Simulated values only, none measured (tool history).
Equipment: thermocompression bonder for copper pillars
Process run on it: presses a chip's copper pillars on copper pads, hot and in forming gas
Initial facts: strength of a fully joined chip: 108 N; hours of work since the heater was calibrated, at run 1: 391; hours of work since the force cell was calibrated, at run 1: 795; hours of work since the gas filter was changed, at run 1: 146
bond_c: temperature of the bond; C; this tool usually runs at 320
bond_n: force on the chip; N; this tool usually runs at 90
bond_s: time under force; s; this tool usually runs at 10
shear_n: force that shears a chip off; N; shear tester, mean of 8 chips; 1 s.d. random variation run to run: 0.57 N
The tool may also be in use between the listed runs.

| run | hour | bond_c | bond_n | bond_s | hours of work since the heater was calibrated | hours of work since the force cell was calibrated | hours of work since the gas filter was changed | shear_n |
|---|---|---|---|---|---|---|---|---|
| 1 | 0 | 320 | 90 | 10 | 391 | 795 | 146 | 80.6 |
| 2 | 36.5 | 320 | 126 | 10 | 414 | 818 | 169 | 90.8 |
| 3 | 78.8 | 320 | 90 | 10 | 441 | 844 | 195 | 78.9 |
| 4 | 140.3 | 320 | 90 | 10 | 480 | 883 | 234 | 79.5 |
| 5 | 180.2 | 320 | 90 | 10 | 505 | 908 | 259 | 79.1 |
| 6 | 215.6 | 320 | 90 | 10 | 527 | 931 | 282 | 77.9 |
| 7 | 272.5 | 346 | 64 | 10 | 563 | 966 | 318 | 77.6 |
| 8 | 309.6 | 336 | 58 | 14 | 586 | 990 | 341 | 74.2 |
| 9 | 368 | 320 | 90 | 18 | 623 | 1027 | 378 | 86.1 |
| 10 | 411.2 | 291 | 71 | 10 | 650 | 1054 | 405 | 50.8 |
| 11 | 451.4 | 291 | 71 | 10 | 676 | 1079 | 430 | 50.6 |
|  | 514.4 | forming gas filter changed |
| 12 | 515.7 | 320 | 80 | 10 | 716 | 1119 | 1 | 79.1 |

Predict each of these 5 candidate next runs independently; none follows another, all start after run 12:
| A | 562.5 | 344 | 96 | 19 | 745 | 1149 | 30 | ? |
| B | 562.5 | 339 | 90 | 10 | 745 | 1149 | 30 | ? |
| C | 562.5 | 294 | 59 | 6 | 745 | 1149 | 30 | ? |
| D | 562.5 | 320 | 100 | 10 | 745 | 1149 | 30 | ? |
| E | 562.5 | 320 | 92 | 10 | 745 | 1149 | 30 | ? |

| run | shear_n |
|---|---|
| A | 101.7 |
| B | 93.3 |
| C | 41.3 |
| D | 87.2 |
| E | 84.7 |
Take away the tool's hidden state, keep each run's random variation, and the runs would have read:
| run | shear_n |
|---|---|
| A | 100.9 |
| B | 90.7 |
| C | 38 |
| D | 84.1 |
| E | 81.3 |

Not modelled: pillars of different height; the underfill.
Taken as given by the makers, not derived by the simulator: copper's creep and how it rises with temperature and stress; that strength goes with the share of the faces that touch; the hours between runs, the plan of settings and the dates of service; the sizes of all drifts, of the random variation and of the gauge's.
